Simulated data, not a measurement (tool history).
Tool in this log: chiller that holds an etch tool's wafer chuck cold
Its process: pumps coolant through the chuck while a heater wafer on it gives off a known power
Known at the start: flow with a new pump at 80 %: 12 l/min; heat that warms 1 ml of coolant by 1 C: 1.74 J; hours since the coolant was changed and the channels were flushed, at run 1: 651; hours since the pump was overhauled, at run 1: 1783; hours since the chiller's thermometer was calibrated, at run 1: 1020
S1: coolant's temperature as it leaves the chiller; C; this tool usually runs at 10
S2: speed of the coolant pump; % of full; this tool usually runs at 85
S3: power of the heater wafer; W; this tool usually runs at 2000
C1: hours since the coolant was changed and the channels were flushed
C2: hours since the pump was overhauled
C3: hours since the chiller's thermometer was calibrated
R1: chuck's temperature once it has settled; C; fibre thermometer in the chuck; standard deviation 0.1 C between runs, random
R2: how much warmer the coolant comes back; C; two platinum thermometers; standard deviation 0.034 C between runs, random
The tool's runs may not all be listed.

{"run": 1, "hour": 0.0, "S1": 10, "S2": 85, "S3": 2000, "C1": 651, "C2": 1783, "C3": 1020, "R1": 22.1, "R2": 5.41}
{"run": 2, "hour": 27.5, "S1": 10, "S2": 85, "S3": 2000, "C1": 679, "C2": 1810, "C3": 1047, "R1": 22.0, "R2": 5.46}
{"run": 3, "hour": 63.4, "S1": 11, "S2": 85, "S3": 2000, "C1": 715, "C2": 1846, "C3": 1083, "R1": 23.2, "R2": 5.39}
{"run": 4, "hour": 85.1, "S1": 11, "S2": 85, "S3": 2000, "C1": 736, "C2": 1868, "C3": 1105, "R1": 22.9, "R2": 5.44}
{"run": 5, "hour": 105.7, "S1": 11, "S2": 83, "S3": 2000, "C1": 757, "C2": 1888, "C3": 1125, "R1": 23.4, "R2": 5.45}
{"run": 6, "hour": 140.3, "S1": 10, "S2": 85, "S3": 2000, "C1": 792, "C2": 1923, "C3": 1160, "R1": 22.1, "R2": 5.36}
{"run": 7, "hour": 182.2, "S1": 10, "S2": 85, "S3": 2000, "C1": 834, "C2": 1965, "C3": 1202, "R1": 22.1, "R2": 5.35}
{"run": 8, "hour": 210.7, "S1": 13, "S2": 85, "S3": 2000, "C1": 862, "C2": 1993, "C3": 1230, "R1": 24.9, "R2": 5.32}
{"run": 9, "hour": 240.6, "S1": 13, "S2": 85, "S3": 2000, "C1": 892, "C2": 2023, "C3": 1260, "R1": 25.1, "R2": 5.35}
{"run": 10, "hour": 276.9, "S1": 13, "S2": 85, "S3": 2000, "C1": 928, "C2": 2059, "C3": 1296, "R1": 25.1, "R2": 5.38}
{"run": 11, "hour": 310.4, "S1": 10, "S2": 85, "S3": 1248, "C1": 962, "C2": 2093, "C3": 1330, "R1": 17.7, "R2": 3.26}
{"run": 12, "hour": 352.3, "S1": 10, "S2": 85, "S3": 1248, "C1": 1004, "C2": 2135, "C3": 1372, "R1": 17.4, "R2": 3.3}
{"run": 13, "hour": 370.6, "S1": 10, "S2": 85, "S3": 1248, "C1": 1022, "C2": 2153, "C3": 1390, "R1": 17.3, "R2": 3.25}
{"run": 14, "hour": 409.5, "S1": 10, "S2": 85, "S3": 1248, "C1": 1061, "C2": 2192, "C3": 1429, "R1": 17.4, "R2": 3.31}
{"run": 15, "hour": 433.9, "S1": 10, "S2": 85, "S3": 1248, "C1": 1085, "C2": 2216, "C3": 1453, "R1": 17.2, "R2": 3.22}
{"run": 16, "hour": 457.5, "S1": 10, "S2": 85, "S3": 1248, "C1": 1109, "C2": 2240, "C3": 1477, "R1": 17.4, "R2": 3.21}
{"run": 17, "hour": 492.7, "S1": 10, "S2": 85, "S3": 1248, "C1": 1144, "C2": 2275, "C3": 1512, "R1": 17.3, "R2": 3.24}
{"run": 18, "hour": 529.9, "S1": 10, "S2": 85, "S3": 1248, "C1": 1181, "C2": 2312, "C3": 1549, "R1": 17.5, "R2": 3.23}
{"run": 19, "hour": 552.3, "S1": 10, "S2": 96, "S3": 1251, "C1": 1204, "C2": 2335, "C3": 1572, "R1": 16.8, "R2": 2.87}
{"run": 20, "hour": 579.9, "S1": 10, "S2": 96, "S3": 1251, "C1": 1231, "C2": 2363, "C3": 1600, "R1": 17.0, "R2": 2.85}
{"run": 21, "hour": 604.8, "S1": 10, "S2": 96, "S3": 1251, "C1": 1256, "C2": 2387, "C3": 1624, "R1": 16.9, "R2": 2.83}
{"run": 22, "hour": 647.5, "S1": 20, "S2": 99, "S3": 1251, "C1": 1299, "C2": 2430, "C3": 1667, "R1": 26.9, "R2": 2.78}
{"run": 23, "hour": 684.6, "S1": 10, "S2": 89, "S3": 2000, "C1": 1336, "C2": 2467, "C3": 1704, "R1": 21.7, "R2": 4.91}
{"run": 24, "hour": 725.8, "S1": 6, "S2": 62, "S3": 1500, "C1": 1377, "C2": 2508, "C3": 1745, "R1": 17.2, "R2": 5.2}
{"run": 25, "hour": 751.9, "S1": 16, "S2": 75, "S3": 2437, "C1": 1403, "C2": 2534, "C3": 1771, "R1": 31.9, "R2": 7.22}
{"run": 26, "hour": 782.8, "S1": 10, "S2": 85, "S3": 1951, "C1": 1434, "C2": 2565, "C3": 1802, "R1": 21.6, "R2": 4.97}
{"run": 27, "hour": 823.3, "S1": 10, "S2": 85, "S3": 1951, "C1": 1475, "C2": 2606, "C3": 1843, "R1": 21.8, "R2": 5.01}
{"run": 28, "hour": 847.2, "S1": 7, "S2": 85, "S3": 2000, "C1": 1499, "C2": 2630, "C3": 1867, "R1": 19.0, "R2": 5.17}
{"run": 29, "hour": 876.0, "S1": 7, "S2": 85, "S3": 2000, "C1": 1527, "C2": 2659, "C3": 1896, "R1": 18.9, "R2": 5.15}
{"run": 30, "hour": 898.9, "S1": 7, "S2": 85, "S3": 1023, "C1": 1550, "C2": 2681, "C3": 1918, "R1": 13.2, "R2": 2.44}
{"run": 31, "hour": 932.0, "S1": 3, "S2": 64, "S3": 2230, "C1": 1583, "C2": 2715, "C3": 1952, "R1": 19.2, "R2": 7.66}
{"run": 32, "hour": 952.8, "S1": 3, "S2": 64, "S3": 2230, "C1": 1604, "C2": 2735, "C3": 1972, "R1": 19.0, "R2": 7.59}
{"run": 33, "hour": 989.5, "S1": 19, "S2": 65, "S3": 1008, "C1": 1641, "C2": 2772, "C3": 2009, "R1": 26.5, "R2": 3.22}

Branching from run 33: 3 alternative next runs. What would each branch give?
{"run": "A", "hour": 1017.4, "S1": 15, "S2": 63, "S3": 2202, "C1": 1669, "C2": 2800, "C3": 2037, "R1": "?", "R2": "?"}
{"run": "B", "hour": 1017.4, "S1": 17, "S2": 85, "S3": 2000, "C1": 1669, "C2": 2800, "C3": 2037, "R1": "?", "R2": "?"}
{"run": "C", "hour": 1017.4, "S1": 11, "S2": 79, "S3": 1177, "C1": 1669, "C2": 2800, "C3": 2037, "R1": "?", "R2": "?"}

run=A R1=31.0 R2=7.62
run=B R1=29.0 R2=5.05
run=C R1=18.3 R2=3.05
With no hidden state in the tool, these same runs would have given:
run=A R1=31.0 R2=7.98
run=B R1=29.0 R2=5.41
run=C R1=18.3 R2=3.42
